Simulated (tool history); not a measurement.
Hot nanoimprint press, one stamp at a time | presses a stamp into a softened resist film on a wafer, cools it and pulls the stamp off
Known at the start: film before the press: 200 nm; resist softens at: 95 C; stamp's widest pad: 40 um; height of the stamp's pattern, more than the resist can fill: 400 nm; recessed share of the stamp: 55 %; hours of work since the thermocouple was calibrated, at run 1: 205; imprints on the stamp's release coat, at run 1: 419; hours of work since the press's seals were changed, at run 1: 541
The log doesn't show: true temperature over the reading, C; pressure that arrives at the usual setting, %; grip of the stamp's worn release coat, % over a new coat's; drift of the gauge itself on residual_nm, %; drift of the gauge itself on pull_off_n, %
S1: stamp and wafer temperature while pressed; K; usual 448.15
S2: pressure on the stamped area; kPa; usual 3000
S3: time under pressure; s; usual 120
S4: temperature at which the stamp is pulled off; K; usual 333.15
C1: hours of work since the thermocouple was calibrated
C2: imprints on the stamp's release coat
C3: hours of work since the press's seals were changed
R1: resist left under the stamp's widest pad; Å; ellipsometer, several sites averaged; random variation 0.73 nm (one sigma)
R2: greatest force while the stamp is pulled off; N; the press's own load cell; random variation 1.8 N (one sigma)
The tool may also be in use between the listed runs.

Run 1, hour 0: usual settings; C1 205; C2 419; C3 541. Result: R1 1061 Å, R2 164 N.
At hour 66.1: stamp cleaned and given a new release coat.
Run 2, hour 77.2: usual settings; C1 249; C2 47; C3 585. Result: R1 1056 Å, R2 156 N.
Run 3, hour 159.5: usual settings; C1 300; C2 397; C3 636. Result: R1 1053 Å, R2 165 N.
Run 4, hour 209.6: usual settings but S4 337.15 K; C1 331; C2 611; C3 667. Result: R1 1064 Å, R2 150 N.
At hour 227.7: plate thermocouple calibrated.
At hour 233.7: stamp cleaned and given a new release coat.
Run 5, hour 268.7: usual settings but S4 337.15 K; C1 22; C2 149; C3 698. Result: R1 1069 Å, R2 150 N.
Run 6, hour 308.8: usual settings but S4 337.15 K; C1 47; C2 320; C3 723. Result: R1 1075 Å, R2 148 N.
At hour 395.8: stamp cleaned and given a new release coat.
Run 7, hour 397.4: usual settings but S4 328.15 K; C1 98; C2 7; C3 774. Result: R1 1072 Å, R2 176 N.
Run 8, hour 462.4: usual settings but S4 328.15 K; C1 138; C2 284; C3 815. Result: R1 1077 Å, R2 183 N.
Run 9, hour 510.5: usual settings but S4 328.15 K; C1 168; C2 489; C3 845. Result: R1 1079 Å, R2 187 N.
At hour 558.6: stamp cleaned and given a new release coat.
Run 10, hour 569.6: usual settings but S2 2880 kPa, S3 98 s; C1 201; C2 47; C3 877. Result: R1 1161 Å, R2 157 N.
Run 11, hour 629: usual settings but S2 2880 kPa, S3 215 s; C1 238; C2 300; C3 914. Result: R1 889 Å, R2 164 N.
Run 12, hour 667.3: usual settings but S1 438.15 K, S2 3130 kPa, S3 186 s, S4 330.15 K; C1 261; C2 463; C3 938. Result: R1 1159 Å, R2 176 N.
Run 13, hour 709.8: usual settings but S1 438.15 K, S2 3560 kPa, S3 186 s, S4 330.15 K; C1 288; C2 644; C3 964. Result: R1 1081 Å, R2 175 N.
At hour 722.2: stamp cleaned and given a new release coat.
At hour 801.5: plate thermocouple calibrated.
Run 14, hour 801.5: usual settings but S3 115 s; C1 0; C2 326; C3 1016. Result: R1 1112 Å, R2 168 N.
Run 15, hour 877.6: usual settings but S3 115 s; C1 47; C2 650; C3 1063. Result: R1 1098 Å, R2 170 N.
At hour 887.7: stamp cleaned and given a new release coat.
Run 16, hour 919.8: usual settings but S2 4430 kPa, S3 115 s, S4 328.15 K; C1 70; C2 137; C3 1085. Result: R1 938 Å, R2 181 N.

5 ways to go on from here, each from the tool as it stands after run 16. What would each give?
Run A, hour 955.5: usual settings but S1 454.15 K, S2 2920 kPa, S4 326.15 K; C1 92; C2 289; C3 1108. Result: R1 ?, R2 ?.
Run B, hour 955.5: usual settings but S1 449.15 K, S2 3780 kPa, S4 324.15 K; C1 92; C2 289; C3 1108. Result: R1 ?, R2 ?.
Run C, hour 955.5: usual settings but S2 4430 kPa, S3 115 s, S4 323.15 K; C1 92; C2 289; C3 1108. Result: R1 ?, R2 ?.
Run D, hour 955.5: usual settings but S2 1920 kPa, S3 213 s, S4 340.15 K; C1 92; C2 289; C3 1108. Result: R1 ?, R2 ?.
Run E, hour 955.5: usual settings but S1 450.15 K, S2 4430 kPa, S3 61 s, S4 328.15 K; C1 92; C2 289; C3 1108. Result: R1 ?, R2 ?.

run    R1   R2
  A   978  187
  B   977  198
  C   943  199
  D  1107  139
  E  1117  184
Without the tool's hidden state the same runs would have given:
run    R1   R2
  A   934  183
  B   916  193
  C   873  194
  D  1078  136
  E  1042  179
